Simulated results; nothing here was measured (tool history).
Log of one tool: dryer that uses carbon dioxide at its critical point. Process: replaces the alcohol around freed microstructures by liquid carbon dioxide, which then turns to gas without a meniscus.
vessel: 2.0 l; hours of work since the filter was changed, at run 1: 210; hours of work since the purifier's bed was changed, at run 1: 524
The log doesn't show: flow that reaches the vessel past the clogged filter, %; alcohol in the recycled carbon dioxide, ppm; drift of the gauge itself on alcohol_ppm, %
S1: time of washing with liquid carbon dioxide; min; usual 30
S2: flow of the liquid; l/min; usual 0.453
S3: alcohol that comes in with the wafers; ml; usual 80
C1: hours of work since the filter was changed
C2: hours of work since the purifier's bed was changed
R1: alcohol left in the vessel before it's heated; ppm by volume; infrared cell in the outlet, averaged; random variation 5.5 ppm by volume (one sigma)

run	hour	S1	S2	S3	C1	C2	R1
1	0.0	30	0.453	80	210	524	286
2	9.3	30	0.453	80	217	531	280
3	25.5	30	0.453	80	228	542	293
4	38.2	30	0.453	80	238	552	289
5	53.7	30	0.453	80	249	563	290
6	62.0	46	0.453	80	255	569	80
7	71.9	46	0.453	80	262	576	85
8	89.5	46	0.453	80	275	589	77
9	103.1	46	0.453	80	285	599	82
10	111.9	30	0.615	80	291	605	103
11	124.6	30	0.615	80	300	614	97
12	138.4	39	0.453	80	310	624	121
13	157.8	39	0.659	80	324	638	63
14	172.1	39	0.659	80	335	649	69
# hour 181.7: inlet filter changed
15	183.7	39	0.659	80	1	657	77
16	201.1	39	0.659	80	14	669	81
17	213.5	39	0.659	80	23	678	74
18	231.8	30	0.453	80	36	691	244
19	246.5	30	0.453	80	47	702	230
20	256.9	30	0.453	68	55	710	200
21	268.5	30	0.453	68	63	718	218
22	287.7	30	0.453	68	77	732	215
23	296.1	30	0.453	68	83	738	217
24	313.7	30	0.464	80	96	751	235
25	323.8	30	0.464	80	103	758	239
26	336.7	33	0.364	80	112	767	391
27	345.2	33	0.364	80	119	774	408
28	360.4	33	0.364	80	130	785	408
29	371.9	18	0.554	80	138	793	860
30	389.7	18	0.554	80	151	806	899
31	403.3	28	0.642	43	161	816	90
32	415.6	28	0.642	43	170	825	99
33	433.7	30	0.421	22	183	838	164
34	444.3	30	0.324	107	191	846	1327
35	461.7	22	0.289	95	203	858	4147
36	476.1	27	0.289	32	214	869	861
37	494.6	30	0.407	110	227	882	588
38	512.9	23	0.453	70	240	895	748
39	524.1	23	0.666	77	248	903	193
40	538.2	25	0.306	77	259	914	2137
41	554.5	25	0.306	77	270	925	2181

Forecast run 42:
42	569.0	31	0.414	24	281	936	?

R1: 192 ppm by volume
Without the tool's hidden state the same run would have given R1 65 ppm by volume.
